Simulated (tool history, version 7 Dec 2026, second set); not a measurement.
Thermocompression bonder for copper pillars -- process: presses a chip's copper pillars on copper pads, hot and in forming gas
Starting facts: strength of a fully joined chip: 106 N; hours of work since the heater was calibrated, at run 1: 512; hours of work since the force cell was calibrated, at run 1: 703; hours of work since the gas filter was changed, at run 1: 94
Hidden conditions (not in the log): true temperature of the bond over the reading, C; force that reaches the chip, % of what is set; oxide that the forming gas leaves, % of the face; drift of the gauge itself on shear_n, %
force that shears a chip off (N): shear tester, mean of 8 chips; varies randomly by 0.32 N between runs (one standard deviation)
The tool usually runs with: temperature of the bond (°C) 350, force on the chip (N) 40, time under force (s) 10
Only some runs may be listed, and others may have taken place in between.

run,day,temperature of the bond (°C),force on the chip (N),time under force (s),hours of work since the heater was calibrated,hours of work since the force cell was calibrated,hours of work since the gas filter was changed,force that shears a chip off (N)
1,0,350,40,10,512,703,94,42.8
2,0.729,350,40,10,523,714,105,42.6
3,1.454,350,40,27,534,726,116,59.2
4,2.688,350,40,27,553,744,135,59.9
5,3.725,350,40,27,569,760,151,60.2
6,4.638,350,40,27,583,774,165,60.3
7,5.992,350,40,27,603,795,185,58.8
8,7.383,350,40,27,625,816,207,59.1
9,8.929,350,40,27,648,840,230,58.5
10,9.583,350,52,10,658,850,240,46.6
11,10.612,350,52,10,674,865,256,46.7
12,12.138,350,48,10,697,889,279,44.6
13,13.375,350,48,10,716,908,298,44.4
14,14.838,350,48,19,738,930,321,55.4
15,15.483,350,40,10,748,940,330,41.3
16,16.846,350,40,10,769,961,351,41
17,17.85,350,40,10,784,976,367,41.2
18,19.108,335,40,10,804,995,386,34.4
19,20.658,350,37,10,827,1019,409,38.8
# day 20.817: forming gas filter changed
# day 21.208: force cell calibrated
20,21.775,350,36,10,843,9,14,43.1
21,23.033,361,27,10,862,28,33,41.9
22,24.088,322,40,9,878,44,49,29.9
23,24.933,335,28,8,891,57,62,28.2
24,26.25,376,33,25,911,77,82,70.4
25,26.875,360,25,10,921,87,92,40.6
26,27.562,330,36,14,932,97,102,37.6
27,28.854,379,30,16,951,117,122,60.7
28,30.175,379,30,16,971,137,142,61.3
29,31.079,379,30,16,985,151,156,60.7
30,32.588,379,30,16,1008,174,179,59.8
31,34.112,379,30,20,1032,197,202,63.8
32,35.438,333,52,10,1052,217,222,40.4
33,36.696,362,40,10,1071,237,242,48.7
34,37.662,350,36,19,1086,251,256,51.2
35,38.842,323,32,19,1104,269,274,35.4
36,40,350,48,5,1122,287,292,35.5
37,41.117,350,48,5,1139,304,309,35.8
38,42.538,323,48,6,1160,326,331,26.7
39,43.929,377,48,6,1182,347,352,50.8
40,45.233,377,48,6,1201,367,372,50.2

Below, each run's measurement less what the same run would have read without the hidden state. Both values contain the same run-to-run variation, but the gauge's scatter may not be the same in both:
run,force that shears a chip off (N)
1,+2
2,+1.9
3,+1.8
4,+1.7
5,+1.5
6,+1.3
7,+1
8,+0.8
9,+0.5
10,+0.8
11,+0.7
12,+0.6
13,+0.4
14,-0.4
15,+0.2
16,+0.2
17,+0
18,+0.3
19,-0.2
20,+3.9
21,+3.6
22,+3.1
23,+2.9
24,+3.2
25,+3.2
26,+3.3
27,+2.8
28,+2.6
29,+2.5
30,+2.1
31,+1.6
32,+2.7
33,+2.1
34,+2
35,+2.4
36,+1.9
37,+1.7
38,+1.9
39,+0.6
40,+0.3
